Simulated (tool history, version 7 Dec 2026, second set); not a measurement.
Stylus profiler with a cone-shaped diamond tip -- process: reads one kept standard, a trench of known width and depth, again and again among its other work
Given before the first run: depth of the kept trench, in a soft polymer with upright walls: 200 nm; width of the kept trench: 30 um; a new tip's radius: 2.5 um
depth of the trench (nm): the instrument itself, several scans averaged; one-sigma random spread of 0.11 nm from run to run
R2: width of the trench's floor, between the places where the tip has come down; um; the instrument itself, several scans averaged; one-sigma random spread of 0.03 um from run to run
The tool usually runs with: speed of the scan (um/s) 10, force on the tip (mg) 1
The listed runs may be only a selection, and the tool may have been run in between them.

{"run": 1, "day": 0.0, "speed of the scan (um/s)": 10, "force on the tip (mg)": 1, "depth of the trench (nm)": 201.44, "R2": 27.55}
{"run": 2, "day": 4.467, "speed of the scan (um/s)": 10, "force on the tip (mg)": 1, "depth of the trench (nm)": 201.79, "R2": 27.5}
{"run": 3, "day": 7.412, "speed of the scan (um/s)": 10, "force on the tip (mg)": 0.52, "depth of the trench (nm)": 201.35, "R2": 27.48}
{"run": 4, "day": 11.775, "speed of the scan (um/s)": 10, "force on the tip (mg)": 0.52, "depth of the trench (nm)": 201.34, "R2": 27.43}
{"run": 5, "day": 15.742, "speed of the scan (um/s)": 10, "force on the tip (mg)": 0.52, "depth of the trench (nm)": 201.48, "R2": 27.37}
{"run": 6, "day": 19.229, "speed of the scan (um/s)": 10, "force on the tip (mg)": 0.52, "depth of the trench (nm)": 201.52, "R2": 27.32}
{"run": 7, "day": 24.121, "speed of the scan (um/s)": 10, "force on the tip (mg)": 0.52, "depth of the trench (nm)": 201.56, "R2": 27.26}
{"run": 8, "day": 26.979, "speed of the scan (um/s)": 10, "force on the tip (mg)": 0.52, "depth of the trench (nm)": 201.81, "R2": 27.21}
{"run": 9, "day": 29.979, "speed of the scan (um/s)": 10, "force on the tip (mg)": 0.52, "depth of the trench (nm)": 201.75, "R2": 27.21}
{"run": 10, "day": 32.971, "speed of the scan (um/s)": 15, "force on the tip (mg)": 0.67, "depth of the trench (nm)": 201.88, "R2": 27.17}
{"run": 11, "day": 36.679, "speed of the scan (um/s)": 15, "force on the tip (mg)": 2.02, "depth of the trench (nm)": 202.81, "R2": 27.2}
{"run": 12, "day": 38.967, "speed of the scan (um/s)": 9, "force on the tip (mg)": 1.21, "depth of the trench (nm)": 202.42, "R2": 27.17}
{"run": 13, "day": 42.55, "speed of the scan (um/s)": 9, "force on the tip (mg)": 1.21, "depth of the trench (nm)": 202.39, "R2": 27.2}
{"run": 14, "day": 46.104, "speed of the scan (um/s)": 22, "force on the tip (mg)": 0.78, "depth of the trench (nm)": 202.19, "R2": 26.98}
{"run": 15, "day": 50.204, "speed of the scan (um/s)": 27, "force on the tip (mg)": 0.91, "depth of the trench (nm)": 202.34, "R2": 26.94}
{"run": 16, "day": 53.821, "speed of the scan (um/s)": 27, "force on the tip (mg)": 0.91, "depth of the trench (nm)": 200.91, "R2": 26.93}
{"run": 17, "day": 56.808, "speed of the scan (um/s)": 27, "force on the tip (mg)": 0.91, "depth of the trench (nm)": 200.86, "R2": 26.97}
{"run": 18, "day": 62.012, "speed of the scan (um/s)": 4, "force on the tip (mg)": 1.05, "depth of the trench (nm)": 201.22, "R2": 27.04}

Not shown: 1 entry that the log had between the listed runs. Between which runs, and how does the tool's hidden state differ before and after?
Run 15 -> run 16: height scale calibrated on a step standard (day 53.558)
  radius of the tip, um: 5.08 -> 5.19; height scale over the true one, %: 0.692 -> -0.01
  measured value less the no-hidden-state value, depth of the trench (nm): +1.39 -> -0.02; R2: -0.87 -> -0.9 um
